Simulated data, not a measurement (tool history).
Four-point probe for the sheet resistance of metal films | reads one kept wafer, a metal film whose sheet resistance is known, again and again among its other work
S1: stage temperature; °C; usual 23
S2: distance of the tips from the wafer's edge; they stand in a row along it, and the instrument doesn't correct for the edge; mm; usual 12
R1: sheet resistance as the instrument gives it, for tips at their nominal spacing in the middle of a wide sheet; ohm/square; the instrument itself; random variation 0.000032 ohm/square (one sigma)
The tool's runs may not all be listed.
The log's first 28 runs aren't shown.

run   hour  S1  S2        R1
 29  634.5  24  24  0.157435
 30  665.9  23  45  0.157576
 31  691.7  21  51   0.15793
 32  717.5  21  51   0.15795
 33  740.9  25   3  0.159519
 34    763  30  18  0.156447
 35  790.5  26  64  0.157032
 36  819.9  30   6  0.156991
 37  840.4  28   4  0.158072

Forecast each of these 3 alternatives for the next run:
  A  855.7  32  20   ?
  B  855.7  34  56   ?
  C  855.7  33   6   ?

run        R1
  A  0.156053
  B  0.155707
  C  0.156467
Without the tool's hidden state the same runs would have given:
run        R1
  A  0.156317
  B  0.155971
  C  0.156732
